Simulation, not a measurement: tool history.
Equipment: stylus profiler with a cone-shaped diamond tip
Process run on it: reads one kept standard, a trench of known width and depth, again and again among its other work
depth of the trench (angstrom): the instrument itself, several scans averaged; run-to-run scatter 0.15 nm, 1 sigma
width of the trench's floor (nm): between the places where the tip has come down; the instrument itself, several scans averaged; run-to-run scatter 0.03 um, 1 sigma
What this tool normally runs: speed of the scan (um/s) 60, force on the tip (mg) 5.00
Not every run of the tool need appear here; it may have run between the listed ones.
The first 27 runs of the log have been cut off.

run	hour	speed of the scan (um/s)	force on the tip (mg)	depth of the trench (angstrom)	width of the trench's floor (nm)
28	977.2	115	5.94	10260.0	24380
29	1003.8	115	12.22	10401.2	24530
30	1027.5	60	1.68	10130.8	24410
31	1059.3	20	1.82	10132.6	24700
# hour 1070.3: height scale calibrated on a step standard
32	1110.7	20	1.82	10106.9	24590
33	1160.2	20	1.82	10101.4	24620
34	1183.0	20	1.82	10105.3	24600
35	1226.0	20	1.82	10105.8	24640
36	1275.5	26	3.54	10165.9	24640
37	1319.6	26	1.72	10104.0	24510
38	1363.4	40	10.08	10329.3	24550
39	1391.8	215	9.30	10313.3	23930
40	1416.4	69	2.14	10120.8	24180
41	1454.7	176	2.14	10122.3	23470
42	1492.4	54	6.82	10255.2	24390
43	1542.9	49	5.94	10236.5	24370
44	1574.8	134	1.89	10115.5	23620
45	1624.6	79	1.89	10115.2	23990

What if the next run were any one of these 3? Each begins from the tool's condition after run 45:
A	1650.0	220	7.31	?	?
B	1650.0	79	13.61	?	?
C	1650.0	79	3.95	?	?

run	depth of the trench (angstrom)	width of the trench's floor (nm)
A	10270.8	23750
B	10405.4	24280
C	10184.2	24130
Had the tool no hidden state, the same runs would have come out as:
run	depth of the trench (angstrom)	width of the trench's floor (nm)
A	10260.7	25200
B	10395.2	25730
C	10174.2	25580

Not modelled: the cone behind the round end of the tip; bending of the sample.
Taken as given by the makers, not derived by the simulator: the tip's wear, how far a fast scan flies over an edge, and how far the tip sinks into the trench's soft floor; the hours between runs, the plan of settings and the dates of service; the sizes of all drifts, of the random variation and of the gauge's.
